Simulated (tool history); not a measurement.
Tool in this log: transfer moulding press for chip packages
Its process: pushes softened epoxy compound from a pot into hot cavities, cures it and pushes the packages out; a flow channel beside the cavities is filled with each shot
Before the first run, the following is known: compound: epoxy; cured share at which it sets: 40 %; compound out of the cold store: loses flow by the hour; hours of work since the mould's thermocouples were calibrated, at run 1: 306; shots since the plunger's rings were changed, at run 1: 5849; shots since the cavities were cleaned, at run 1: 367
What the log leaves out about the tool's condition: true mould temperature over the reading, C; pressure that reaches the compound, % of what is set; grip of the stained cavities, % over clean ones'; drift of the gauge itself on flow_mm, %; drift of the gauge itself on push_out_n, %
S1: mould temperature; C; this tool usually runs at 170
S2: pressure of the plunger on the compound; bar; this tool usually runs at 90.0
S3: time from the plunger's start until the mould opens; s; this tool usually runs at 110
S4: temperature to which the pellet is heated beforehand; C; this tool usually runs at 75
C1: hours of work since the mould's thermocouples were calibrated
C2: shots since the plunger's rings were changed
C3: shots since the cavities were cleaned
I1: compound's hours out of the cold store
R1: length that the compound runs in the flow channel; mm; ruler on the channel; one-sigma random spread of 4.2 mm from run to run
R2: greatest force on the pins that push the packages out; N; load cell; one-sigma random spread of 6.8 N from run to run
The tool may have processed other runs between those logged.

{"run": 1, "hour": 0.0, "S1": 170, "S2": 90.0, "S3": 110, "S4": 75, "C1": 306, "C2": 5849, "C3": 367, "I1": 25.3, "R1": 771, "R2": 418}
{"hour": 19.3, "done": "plunger's sealing rings changed"}
{"hour": 93.4, "done": "cavities cleaned with cleaning compound and waxed"}
{"run": 2, "hour": 94.0, "S1": 172, "S2": 90.0, "S3": 110, "S4": 75, "C1": 354, "C2": 670, "C3": 4, "I1": 14.9, "R1": 864, "R2": 283}
{"run": 3, "hour": 132.0, "S1": 170, "S2": 90.0, "S3": 110, "S4": 75, "C1": 374, "C2": 1020, "C3": 354, "I1": 32.9, "R1": 802, "R2": 403}
{"run": 4, "hour": 177.5, "S1": 170, "S2": 90.0, "S3": 110, "S4": 75, "C1": 398, "C2": 1437, "C3": 771, "I1": 25.8, "R1": 818, "R2": 486}
{"run": 5, "hour": 214.6, "S1": 170, "S2": 90.0, "S3": 110, "S4": 75, "C1": 418, "C2": 1778, "C3": 1112, "I1": 9.1, "R1": 886, "R2": 531}
{"hour": 223.4, "done": "cavities cleaned with cleaning compound and waxed"}
{"run": 6, "hour": 269.0, "S1": 170, "S2": 90.0, "S3": 110, "S4": 75, "C1": 446, "C2": 2263, "C3": 419, "I1": 29.9, "R1": 795, "R2": 443}
{"run": 7, "hour": 320.4, "S1": 170, "S2": 90.0, "S3": 110, "S4": 75, "C1": 474, "C2": 2734, "C3": 890, "I1": 14.3, "R1": 852, "R2": 525}
{"hour": 354.4, "done": "cavities cleaned with cleaning compound and waxed"}
{"run": 8, "hour": 360.1, "S1": 170, "S2": 90.0, "S3": 110, "S4": 75, "C1": 494, "C2": 3084, "C3": 52, "I1": 39.6, "R1": 764, "R2": 306}
{"run": 9, "hour": 397.4, "S1": 170, "S2": 90.0, "S3": 110, "S4": 75, "C1": 514, "C2": 3427, "C3": 395, "I1": 23.1, "R1": 810, "R2": 455}
{"run": 10, "hour": 441.1, "S1": 170, "S2": 90.0, "S3": 110, "S4": 75, "C1": 537, "C2": 3828, "C3": 796, "I1": 21.2, "R1": 820, "R2": 512}
{"hour": 489.1, "done": "cavities cleaned with cleaning compound and waxed"}
{"run": 11, "hour": 501.8, "S1": 173, "S2": 94.3, "S3": 108, "S4": 72, "C1": 569, "C2": 4371, "C3": 116, "I1": 40.6, "R1": 741, "R2": 323}
{"run": 12, "hour": 593.1, "S1": 173, "S2": 94.3, "S3": 108, "S4": 72, "C1": 617, "C2": 5208, "C3": 953, "I1": 35.1, "R1": 761, "R2": 493}
{"hour": 622.4, "done": "cavities cleaned with cleaning compound and waxed"}
{"run": 13, "hour": 650.6, "S1": 173, "S2": 94.3, "S3": 108, "S4": 72, "C1": 647, "C2": 5722, "C3": 259, "I1": 47.7, "R1": 712, "R2": 358}
{"hour": 681.2, "done": "plunger's sealing rings changed"}
{"run": 14, "hour": 718.1, "S1": 169, "S2": 107.0, "S3": 116, "S4": 75, "C1": 682, "C2": 339, "C3": 856, "I1": 39.6, "R1": 857, "R2": 498}
{"hour": 727.0, "done": "mould's thermocouples calibrated"}
{"hour": 758.8, "done": "cavities cleaned with cleaning compound and waxed"}
{"run": 15, "hour": 794.3, "S1": 167, "S2": 72.8, "S3": 110, "S4": 75, "C1": 35, "C2": 1005, "C3": 325, "I1": 30.0, "R1": 738, "R2": 491}
{"run": 16, "hour": 837.8, "S1": 170, "S2": 92.8, "S3": 130, "S4": 75, "C1": 58, "C2": 1405, "C3": 725, "I1": 36.2, "R1": 792, "R2": 454}
{"hour": 892.1, "done": "cavities cleaned with cleaning compound and waxed"}
{"run": 17, "hour": 907.0, "S1": 170, "S2": 92.8, "S3": 130, "S4": 75, "C1": 94, "C2": 2026, "C3": 137, "I1": 19.2, "R1": 861, "R2": 320}
{"run": 18, "hour": 997.7, "S1": 164, "S2": 83.8, "S3": 104, "S4": 84, "C1": 143, "C2": 2858, "C3": 969, "I1": 8.9, "R1": 869, "R2": 866}
{"hour": 1027.5, "done": "mould's thermocouples calibrated, once more"}
{"hour": 1029.0, "done": "cavities cleaned with cleaning compound and waxed"}
{"run": 19, "hour": 1084.0, "S1": 170, "S2": 77.8, "S3": 106, "S4": 80, "C1": 29, "C2": 3618, "C3": 505, "I1": 45.8, "R1": 671, "R2": 451}

Predict the results of run 20:
{"hour": 1158.0, "done": "cavities cleaned with cleaning compound and waxed"}
{"run": 20, "hour": 1175.6, "S1": 170, "S2": 98.0, "S3": 110, "S4": 75, "C1": 77, "C2": 4444, "C3": 161, "I1": 32.8, "R1": "?", "R2": "?"}

R1: 794 mm
R2: 357 N
Without the tool's hidden state the same run would have given R1 840 mm, R2 282 N.

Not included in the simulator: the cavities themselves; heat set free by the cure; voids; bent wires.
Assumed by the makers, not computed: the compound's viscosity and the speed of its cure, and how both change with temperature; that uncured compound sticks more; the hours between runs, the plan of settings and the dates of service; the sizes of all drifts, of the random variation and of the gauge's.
